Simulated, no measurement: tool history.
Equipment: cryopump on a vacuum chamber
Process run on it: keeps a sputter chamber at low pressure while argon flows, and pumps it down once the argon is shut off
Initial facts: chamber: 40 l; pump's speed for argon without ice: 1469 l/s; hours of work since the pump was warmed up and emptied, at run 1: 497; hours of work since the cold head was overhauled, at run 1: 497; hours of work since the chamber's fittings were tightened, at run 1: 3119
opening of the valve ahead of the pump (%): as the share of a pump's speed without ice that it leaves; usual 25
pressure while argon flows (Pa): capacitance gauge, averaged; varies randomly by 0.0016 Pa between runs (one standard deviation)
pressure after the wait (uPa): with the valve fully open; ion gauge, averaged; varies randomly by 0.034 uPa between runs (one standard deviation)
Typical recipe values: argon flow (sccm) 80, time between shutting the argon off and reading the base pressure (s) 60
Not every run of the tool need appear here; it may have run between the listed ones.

run	hour	argon flow (sccm)	time between shutting the argon off and reading the base pressure (s)	opening of the valve ahead of the pump (%)	hours of work since the pump was warmed up and emptied	hours of work since the cold head was overhauled	hours of work since the chamber's fittings were tightened	pressure while argon flows (Pa)	pressure after the wait (uPa)
1	0	80	60	25	497	497	3119	0.4108	4.87
2	21.9	80	60	25	506	506	3129	0.4161	4.93
# hour 44.7: pump warmed up, emptied and cooled again
3	52.9	80	60	25	4	518	3140	0.3695	3.9
4	83.7	80	60	25	17	531	3153	0.3715	3.89
5	105.1	80	60	25	26	540	3163	0.3714	3.92
6	129.6	80	60	25	37	551	3173	0.3714	3.97
7	159.4	35	60	25	50	564	3186	0.163	3.93
8	195.3	35	60	25	65	579	3202	0.1636	4.02
9	228.1	80	42	25	79	594	3216	0.3752	4.81
10	246.7	80	42	25	87	602	3224	0.3763	4.78
11	263.8	80	60	25	95	609	3231	0.3755	4.01
12	289.7	80	60	25	106	620	3243	0.3739	4.07
# hour 308.9: leaking fittings of the chamber tightened, without venting
13	319.7	80	139	29	118	632	5	0.327	0.97
14	341	86	246	29	127	642	14	0.3524	0.66
15	368.6	103	278	46	139	653	26	0.2684	0.63
16	386.4	74	274	17	147	661	34	0.5101	0.64
17	418.9	74	274	17	161	675	48	0.5127	0.66
18	450.9	75	274	17	175	689	61	0.5207	0.61
19	484.5	131	132	25	189	704	76	0.6223	1.03
20	511.2	131	132	25	201	715	88	0.6241	1.06
21	530.9	131	132	25	210	724	96	0.6247	1.01
22	547.3	59	32	48	217	731	103	0.1553	3.38
23	572.4	80	116	15	228	742	114	0.6314	1.16
24	598.9	80	116	40	239	753	126	0.2478	1.18

Pick out some run-to-run changes in pressure while argon flows (Pa). Of each, how much would a tool without hidden state show as well, from the settings, what came in and chance, and how much is left for the hidden state and any gauge scatter not in both results compared?
The hidden state here: pump's speed, % of a pump's without ice; cold plate's temperature, K; leak into the chamber, uPa l/s; drift of the gauge itself on working_pa, %; drift of the gauge itself on base_upa, %.
Run 2 -> 3: pump warmed up, emptied and cooled again. pressure while argon flows (Pa) -0.0466: hidden state -0.0452, all else -0.0014.
Run 21 -> 22: argon flow (sccm) 131 -> 59, time between shutting the argon off and reading the base pressure (s) 132 -> 32, opening of the valve ahead of the pump (%) 25 -> 48. pressure while argon flows (Pa) -0.4694: hidden state -0.0126, all else -0.4568.
Run 22 -> 23: argon flow (sccm) 59 -> 80, time between shutting the argon off and reading the base pressure (s) 32 -> 116, opening of the valve ahead of the pump (%) 48 -> 15. pressure while argon flows (Pa) +0.4761: hidden state +0.0047, all else +0.4714.
